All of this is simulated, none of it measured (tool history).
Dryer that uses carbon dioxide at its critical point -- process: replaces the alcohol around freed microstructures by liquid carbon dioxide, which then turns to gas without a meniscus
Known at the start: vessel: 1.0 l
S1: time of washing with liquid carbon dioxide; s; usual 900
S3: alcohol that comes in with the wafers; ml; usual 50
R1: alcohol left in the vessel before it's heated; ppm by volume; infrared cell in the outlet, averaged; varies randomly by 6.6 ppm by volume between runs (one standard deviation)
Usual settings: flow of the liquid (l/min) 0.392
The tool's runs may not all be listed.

{"run": 1, "hour": 0.0, "S1": 900, "flow of the liquid (l/min)": 0.392, "S3": 50, "R1": 413}
{"run": 2, "hour": 8.3, "S1": 900, "flow of the liquid (l/min)": 0.392, "S3": 50, "R1": 414}
{"run": 3, "hour": 15.3, "S1": 900, "flow of the liquid (l/min)": 0.392, "S3": 50, "R1": 405}
{"run": 4, "hour": 24.2, "S1": 900, "flow of the liquid (l/min)": 0.392, "S3": 50, "R1": 419}
{"run": 5, "hour": 29.8, "S1": 900, "flow of the liquid (l/min)": 0.392, "S3": 50, "R1": 416}
{"run": 6, "hour": 42.0, "S1": 900, "flow of the liquid (l/min)": 0.392, "S3": 50, "R1": 425}
{"run": 7, "hour": 48.4, "S1": 1440, "flow of the liquid (l/min)": 0.392, "S3": 50, "R1": 53}
{"run": 8, "hour": 60.4, "S1": 1440, "flow of the liquid (l/min)": 0.392, "S3": 50, "R1": 50}
{"run": 9, "hour": 68.8, "S1": 1440, "flow of the liquid (l/min)": 0.271, "S3": 50, "R1": 305}
{"run": 10, "hour": 78.2, "S1": 1440, "flow of the liquid (l/min)": 0.271, "S3": 50, "R1": 302}
{"run": 11, "hour": 84.6, "S1": 900, "flow of the liquid (l/min)": 0.377, "S3": 50, "R1": 530}
{"run": 12, "hour": 97.3, "S1": 900, "flow of the liquid (l/min)": 0.254, "S3": 50, "R1": 2498}
{"run": 13, "hour": 104.6, "S1": 900, "flow of the liquid (l/min)": 0.57, "S3": 50, "R1": 73}
{"run": 14, "hour": 116.4, "S1": 900, "flow of the liquid (l/min)": 0.57, "S3": 50, "R1": 69}
{"run": 15, "hour": 130.2, "S1": 900, "flow of the liquid (l/min)": 0.57, "S3": 50, "R1": 68}
{"run": 16, "hour": 136.8, "S1": 900, "flow of the liquid (l/min)": 0.57, "S3": 50, "R1": 69}
{"run": 17, "hour": 144.7, "S1": 900, "flow of the liquid (l/min)": 0.392, "S3": 50, "R1": 447}
{"run": 18, "hour": 152.4, "S1": 900, "flow of the liquid (l/min)": 0.392, "S3": 50, "R1": 435}
{"run": 19, "hour": 161.1, "S1": 900, "flow of the liquid (l/min)": 0.392, "S3": 50, "R1": 440}
{"run": 20, "hour": 172.1, "S1": 900, "flow of the liquid (l/min)": 0.392, "S3": 35, "R1": 325}
{"run": 21, "hour": 178.4, "S1": 900, "flow of the liquid (l/min)": 0.392, "S3": 35, "R1": 331}
{"run": 22, "hour": 187.5, "S1": 900, "flow of the liquid (l/min)": 0.361, "S3": 50, "R1": 663}
{"run": 23, "hour": 193.6, "S1": 900, "flow of the liquid (l/min)": 0.392, "S3": 50, "R1": 468}
{"run": 24, "hour": 202.2, "S1": 900, "flow of the liquid (l/min)": 0.392, "S3": 60, "R1": 550}
{"run": 25, "hour": 212.4, "S1": 720, "flow of the liquid (l/min)": 0.291, "S3": 60, "R1": 3918}
{"run": 26, "hour": 225.6, "S1": 720, "flow of the liquid (l/min)": 0.392, "S3": 50, "R1": 1146}
{"run": 27, "hour": 234.9, "S1": 900, "flow of the liquid (l/min)": 0.392, "S3": 61, "R1": 565}
{"run": 28, "hour": 243.3, "S1": 720, "flow of the liquid (l/min)": 0.392, "S3": 61, "R1": 1428}
{"run": 29, "hour": 255.8, "S1": 720, "flow of the liquid (l/min)": 0.392, "S3": 61, "R1": 1418}
{"run": 30, "hour": 265.0, "S1": 1020, "flow of the liquid (l/min)": 0.348, "S3": 50, "R1": 479}
{"run": 31, "hour": 275.4, "S1": 1020, "flow of the liquid (l/min)": 0.348, "S3": 50, "R1": 486}
{"run": 32, "hour": 281.8, "S1": 1020, "flow of the liquid (l/min)": 0.439, "S3": 32, "R1": 120}
{"run": 33, "hour": 293.4, "S1": 1020, "flow of the liquid (l/min)": 0.439, "S3": 32, "R1": 120}
{"run": 34, "hour": 306.9, "S1": 900, "flow of the liquid (l/min)": 0.287, "S3": 24, "R1": 857}
{"run": 35, "hour": 316.2, "S1": 900, "flow of the liquid (l/min)": 0.352, "S3": 24, "R1": 400}
{"run": 36, "hour": 327.4, "S1": 840, "flow of the liquid (l/min)": 0.392, "S3": 50, "R1": 667}
{"run": 37, "hour": 337.8, "S1": 1380, "flow of the liquid (l/min)": 0.392, "S3": 26, "R1": 54}
{"run": 38, "hour": 350.8, "S1": 600, "flow of the liquid (l/min)": 0.392, "S3": 65, "R1": 2978}
{"run": 39, "hour": 361.1, "S1": 900, "flow of the liquid (l/min)": 0.392, "S3": 88, "R1": 869}
{"run": 40, "hour": 370.1, "S1": 960, "flow of the liquid (l/min)": 0.242, "S3": 32, "R1": 1721}
{"run": 41, "hour": 375.7, "S1": 960, "flow of the liquid (l/min)": 0.242, "S3": 32, "R1": 1677}
{"hour": 377.6, "done": "inlet filter changed"}
{"run": 42, "hour": 387.6, "S1": 960, "flow of the liquid (l/min)": 0.242, "S3": 32, "R1": 1249}
{"run": 43, "hour": 396.5, "S1": 960, "flow of the liquid (l/min)": 0.242, "S3": 32, "R1": 1208}
{"run": 44, "hour": 409.4, "S1": 600, "flow of the liquid (l/min)": 0.31, "S3": 33, "R1": 2323}
{"run": 45, "hour": 415.3, "S1": 900, "flow of the liquid (l/min)": 0.539, "S3": 23, "R1": 60}
{"run": 46, "hour": 423.1, "S1": 600, "flow of the liquid (l/min)": 0.376, "S3": 43, "R1": 1658}

Predict each of these 5 candidate next runs independently; none follows another, all start after run 46:
{"run": "A", "hour": 434.3, "S1": 780, "flow of the liquid (l/min)": 0.302, "S3": 119, "R1": "?"}
{"run": "B", "hour": 434.3, "S1": 600, "flow of the liquid (l/min)": 0.449, "S3": 43, "R1": "?"}
{"run": "C", "hour": 434.3, "S1": 540, "flow of the liquid (l/min)": 0.357, "S3": 21, "R1": "?"}
{"run": "D", "hour": 434.3, "S1": 1260, "flow of the liquid (l/min)": 0.376, "S3": 43, "R1": "?"}
{"run": "E", "hour": 434.3, "S1": 1380, "flow of the liquid (l/min)": 0.282, "S3": 44, "R1": "?"}

run=A R1=4186
run=B R1=877
run=C R1=1325
run=D R1=94
run=E R1=216
Without the tool's hidden state the same runs would have given:
run=A R1=4010
run=B R1=806
run=C R1=1252
run=D R1=52
run=E R1=169
